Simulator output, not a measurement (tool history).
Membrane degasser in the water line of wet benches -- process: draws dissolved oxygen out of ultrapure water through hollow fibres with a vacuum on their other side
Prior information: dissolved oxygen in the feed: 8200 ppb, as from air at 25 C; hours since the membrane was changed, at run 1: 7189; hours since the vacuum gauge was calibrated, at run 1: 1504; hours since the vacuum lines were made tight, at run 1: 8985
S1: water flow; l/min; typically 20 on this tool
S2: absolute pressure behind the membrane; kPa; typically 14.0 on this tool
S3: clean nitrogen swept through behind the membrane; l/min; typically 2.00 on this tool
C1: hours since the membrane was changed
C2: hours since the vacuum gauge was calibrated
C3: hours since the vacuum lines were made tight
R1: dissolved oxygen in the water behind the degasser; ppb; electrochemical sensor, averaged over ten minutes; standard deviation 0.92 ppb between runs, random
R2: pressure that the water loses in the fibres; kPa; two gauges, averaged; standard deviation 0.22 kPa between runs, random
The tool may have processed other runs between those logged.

run 1 day=0.000 | S1=20 S2=14.0 S3=2.00 | C1=7189 C2=1504 C3=8985 | R1=258.1 R2=53.95
-- day=2.558 seals of the vacuum lines changed
run 2 day=5.246 | S1=20 S2=20.7 S3=2.00 | C1=7313 C2=1627 C3=64 | R1=399.6 R2=54.01
run 3 day=9.488 | S1=24 S2=14.0 S3=2.00 | C1=7415 C2=1729 C3=166 | R1=301.7 R2=65.31
run 4 day=17.233 | S1=24 S2=14.0 S3=2.00 | C1=7601 C2=1915 C3=352 | R1=303.6 R2=65.10
run 5 day=21.700 | S1=24 S2=14.0 S3=2.00 | C1=7708 C2=2022 C3=459 | R1=305.5 R2=65.16
run 6 day=29.575 | S1=24 S2=14.0 S3=2.00 | C1=7897 C2=2211 C3=648 | R1=304.6 R2=65.41
run 7 day=35.562 | S1=20 S2=14.0 S3=2.00 | C1=8040 C2=2355 C3=792 | R1=255.8 R2=55.08
run 8 day=41.204 | S1=20 S2=14.0 S3=2.00 | C1=8176 C2=2491 C3=928 | R1=254.3 R2=54.40
run 9 day=47.112 | S1=20 S2=14.0 S3=2.00 | C1=8318 C2=2632 C3=1069 | R1=253.1 R2=54.72
run 10 day=53.846 | S1=20 S2=14.0 S3=2.00 | C1=8479 C2=2794 C3=1231 | R1=255.8 R2=54.98
run 11 day=60.708 | S1=20 S2=26.0 S3=2.00 | C1=8644 C2=2959 C3=1396 | R1=517.5 R2=54.88
run 12 day=65.404 | S1=20 S2=26.0 S3=2.00 | C1=8757 C2=3071 C3=1508 | R1=518.3 R2=54.73
run 13 day=69.696 | S1=19 S2=32.0 S3=1.34 | C1=8860 C2=3174 C3=1611 | R1=858.6 R2=51.87
run 14 day=77.288 | S1=19 S2=11.3 S3=4.76 | C1=9042 C2=3356 C3=1793 | R1=84.2 R2=52.44
run 15 day=81.338 | S1=15 S2=8.8 S3=4.76 | C1=9139 C2=3454 C3=1891 | R1=45.8 R2=41.17
run 16 day=84.933 | S1=14 S2=31.6 S3=2.60 | C1=9225 C2=3540 C3=1977 | R1=362.3 R2=38.41
run 17 day=91.242 | S1=14 S2=12.2 S3=1.37 | C1=9377 C2=3691 C3=2128 | R1=218.8 R2=38.26
run 18 day=99.212 | S1=31 S2=26.7 S3=4.76 | C1=9568 C2=3883 C3=2320 | R1=386.7 R2=84.88
run 19 day=107.108 | S1=29 S2=23.5 S3=1.32 | C1=9757 C2=4072 C3=2509 | R1=914.0 R2=79.40

Run 20 has not been measured yet. What should we expect?
run 20 day=113.371 | S1=18 S2=14.7 S3=2.59 | C1=9908 C2=4222 C3=2659 | R1=? R2=?

Run 20 measured R1 196.0 ppb, R2 49.69 kPa.
Without the tool's hidden state the same run would have given R1 190.4 ppb, R2 46.38 kPa.
